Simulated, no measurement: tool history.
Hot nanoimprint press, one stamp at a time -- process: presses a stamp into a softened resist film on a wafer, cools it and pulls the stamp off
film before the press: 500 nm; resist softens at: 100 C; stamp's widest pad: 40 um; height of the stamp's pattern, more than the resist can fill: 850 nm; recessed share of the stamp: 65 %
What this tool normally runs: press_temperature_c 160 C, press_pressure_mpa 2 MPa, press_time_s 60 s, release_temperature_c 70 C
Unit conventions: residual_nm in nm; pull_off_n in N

Run 1, day 0: usual settings. Result: residual_nm 202.4 nm, pull_off_n 160 N.
Run 2, day 0.779: usual settings. Result: residual_nm 205.6 nm, pull_off_n 149 N.
Run 3, day 1.733: usual settings. Result: residual_nm 203.7 nm, pull_off_n 154 N.
Run 4, day 2.729: usual settings but press_time_s 53 s. Result: residual_nm 215 nm, pull_off_n 156 N.
Run 5, day 3.667: usual settings. Result: residual_nm 205.4 nm, pull_off_n 156 N.
Run 6, day 4.221: usual settings. Result: residual_nm 206.6 nm, pull_off_n 157 N.
Run 7, day 5.217: usual settings. Result: residual_nm 208.4 nm, pull_off_n 154 N.
Run 8, day 6.238: usual settings. Result: residual_nm 209.1 nm, pull_off_n 163 N.
Run 9, day 6.792: usual settings. Result: residual_nm 208.2 nm, pull_off_n 161 N.
Run 10, day 7.25: usual settings. Result: residual_nm 209.3 nm, pull_off_n 166 N.
Run 11, day 7.696: usual settings. Result: residual_nm 210.8 nm, pull_off_n 166 N.
Run 12, day 8.396: usual settings. Result: residual_nm 207.7 nm, pull_off_n 166 N.
Run 13, day 9.192: usual settings but press_time_s 40 s. Result: residual_nm 242.4 nm, pull_off_n 165 N.
At day 10.071: plate thermocouple calibrated.
Run 14, day 10.333: usual settings but press_time_s 51 s. Result: residual_nm 204.7 nm, pull_off_n 159 N.
Run 15, day 11.396: usual settings but press_time_s 51 s. Result: residual_nm 202.2 nm, pull_off_n 168 N.
Run 16, day 12.229: usual settings but press_time_s 51 s. Result: residual_nm 204.9 nm, pull_off_n 173 N.
Run 17, day 12.692: usual settings but press_temperature_c 149 C, press_pressure_mpa 1.26 MPa, press_time_s 51 s. Result: residual_nm 377.1 nm, pull_off_n 167 N.
Run 18, day 13.396: usual settings but press_temperature_c 149 C, press_pressure_mpa 1.26 MPa, press_time_s 51 s. Result: residual_nm 373.8 nm, pull_off_n 163 N.
Run 19, day 14.479: usual settings but press_pressure_mpa 1.26 MPa, press_time_s 51 s, release_temperature_c 66 C. Result: residual_nm 259.8 nm, pull_off_n 186 N.
Run 20, day 15.583: usual settings but press_time_s 102 s, release_temperature_c 56 C. Result: residual_nm 159.1 nm, pull_off_n 220 N.
Run 21, day 16.067: usual settings but press_time_s 102 s, release_temperature_c 56 C. Result: residual_nm 158.5 nm, pull_off_n 214 N.
Run 22, day 16.796: usual settings but press_time_s 102 s, release_temperature_c 56 C. Result: residual_nm 159.7 nm, pull_off_n 218 N.
Run 23, day 17.688: usual settings but press_time_s 102 s, release_temperature_c 56 C. Result: residual_nm 159.7 nm, pull_off_n 227 N.
Run 24, day 18.683: usual settings but press_temperature_c 159 C, press_pressure_mpa 2.69 MPa, press_time_s 31 s, release_temperature_c 56 C. Result: residual_nm 221.6 nm, pull_off_n 224 N.
Run 25, day 19.162: usual settings but press_temperature_c 151 C, press_pressure_mpa 1.25 MPa, release_temperature_c 72 C. Result: residual_nm 347.7 nm, pull_off_n 173 N.
Run 26, day 19.7: usual settings but press_temperature_c 151 C, press_pressure_mpa 1.64 MPa, press_time_s 92 s, release_temperature_c 72 C. Result: residual_nm 280.1 nm, pull_off_n 176 N.
Run 27, day 20.446: usual settings but press_temperature_c 151 C, press_pressure_mpa 1.64 MPa, press_time_s 92 s, release_temperature_c 72 C. Result: residual_nm 278.8 nm, pull_off_n 183 N.
Run 28, day 21.554: usual settings but press_temperature_c 151 C, press_pressure_mpa 2.35 MPa, press_time_s 92 s, release_temperature_c 63 C. Result: residual_nm 232.7 nm, pull_off_n 200 N.
Run 29, day 22.188: usual settings but press_temperature_c 151 C, press_pressure_mpa 2.35 MPa, press_time_s 92 s, release_temperature_c 63 C. Result: residual_nm 234.1 nm, pull_off_n 212 N.

Below are 4 alternative next runs, each starting from the tool's condition after run 29. Predict each:
Run A, day 22.988: usual settings but press_temperature_c 170 C, press_pressure_mpa 2.35 MPa, press_time_s 42 s, release_temperature_c 63 C. Result: residual_nm ?, pull_off_n ?.
Run B, day 22.988: usual settings but press_time_s 87 s, release_temperature_c 77 C. Result: residual_nm ?, pull_off_n ?.
Run C, day 22.988: usual settings but press_temperature_c 151 C, press_pressure_mpa 3.12 MPa, press_time_s 81 s, release_temperature_c 69 C. Result: residual_nm ?, pull_off_n ?.
Run D, day 22.988: usual settings but press_temperature_c 151 C, press_pressure_mpa 2.31 MPa, press_time_s 92 s, release_temperature_c 63 C. Result: residual_nm ?, pull_off_n ?.

run  residual_nm  pull_off_n
  A          138         203
  B        171.6         161
  C        213.5         186
  D        237.9         216
What these runs would have given with no unlogged condition in the tool:
run  residual_nm  pull_off_n
  A        135.3         142
  B        168.1         113
  C        208.5         130
  D        232.8         151
